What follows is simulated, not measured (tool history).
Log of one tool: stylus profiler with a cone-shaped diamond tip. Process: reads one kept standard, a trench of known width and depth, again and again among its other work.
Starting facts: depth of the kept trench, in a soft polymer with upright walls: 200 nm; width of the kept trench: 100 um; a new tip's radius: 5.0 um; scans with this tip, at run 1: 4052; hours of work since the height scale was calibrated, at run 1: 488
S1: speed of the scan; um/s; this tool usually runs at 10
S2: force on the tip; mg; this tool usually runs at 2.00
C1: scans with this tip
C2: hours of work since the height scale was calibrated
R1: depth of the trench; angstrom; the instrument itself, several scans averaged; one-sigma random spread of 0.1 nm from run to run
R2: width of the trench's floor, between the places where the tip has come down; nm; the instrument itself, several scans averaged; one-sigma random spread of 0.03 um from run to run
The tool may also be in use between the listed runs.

{"run": 1, "hour": 0.0, "S1": 10, "S2": 2.0, "C1": 4052, "C2": 488, "R1": 2012.2, "R2": 97000}
{"run": 2, "hour": 21.1, "S1": 10, "S2": 2.0, "C1": 4137, "C2": 498, "R1": 2012.5, "R2": 97030}
{"run": 3, "hour": 38.4, "S1": 10, "S2": 2.0, "C1": 4206, "C2": 506, "R1": 2012.6, "R2": 96990}
{"run": 4, "hour": 60.1, "S1": 10, "S2": 2.0, "C1": 4293, "C2": 517, "R1": 2012.0, "R2": 96990}
{"run": 5, "hour": 75.9, "S1": 10, "S2": 2.0, "C1": 4357, "C2": 524, "R1": 2012.0, "R2": 96970}
{"run": 6, "hour": 100.4, "S1": 4, "S2": 2.0, "C1": 4455, "C2": 536, "R1": 2010.8, "R2": 96980}
{"hour": 102.8, "done": "height scale calibrated on a step standard"}
{"run": 7, "hour": 115.0, "S1": 7, "S2": 0.77, "C1": 4512, "C2": 6, "R1": 2003.5, "R2": 97000}
{"run": 8, "hour": 137.3, "S1": 3, "S2": 2.86, "C1": 4601, "C2": 17, "R1": 2015.2, "R2": 97020}
{"run": 9, "hour": 153.7, "S1": 15, "S2": 2.61, "C1": 4667, "C2": 25, "R1": 2012.7, "R2": 96960}
{"run": 10, "hour": 167.5, "S1": 10, "S2": 2.83, "C1": 4723, "C2": 31, "R1": 2016.3, "R2": 96950}
{"run": 11, "hour": 189.6, "S1": 10, "S2": 2.83, "C1": 4811, "C2": 42, "R1": 2016.4, "R2": 97020}
{"run": 12, "hour": 204.7, "S1": 10, "S2": 2.83, "C1": 4872, "C2": 49, "R1": 2012.9, "R2": 96950}

Branching from run 12: 3 alternative next runs. What would each branch give?
{"run": "A", "hour": 223.0, "S1": 5, "S2": 1.09, "C1": 4945, "C2": 58, "R1": "?", "R2": "?"}
{"run": "B", "hour": 223.0, "S1": 10, "S2": 0.7, "C1": 4945, "C2": 58, "R1": "?", "R2": "?"}
{"run": "C", "hour": 223.0, "S1": 7, "S2": 2.83, "C1": 4945, "C2": 58, "R1": "?", "R2": "?"}

run=A R1=2005.5 R2=96980
run=B R1=2003.2 R2=96940
run=C R1=2014.1 R2=96980
Stripped of hidden state, with their random variation kept, the same runs would have yielded:
run=A R1=2010.5 R2=97200
run=B R1=2008.2 R2=97160
run=C R1=2019.1 R2=97200

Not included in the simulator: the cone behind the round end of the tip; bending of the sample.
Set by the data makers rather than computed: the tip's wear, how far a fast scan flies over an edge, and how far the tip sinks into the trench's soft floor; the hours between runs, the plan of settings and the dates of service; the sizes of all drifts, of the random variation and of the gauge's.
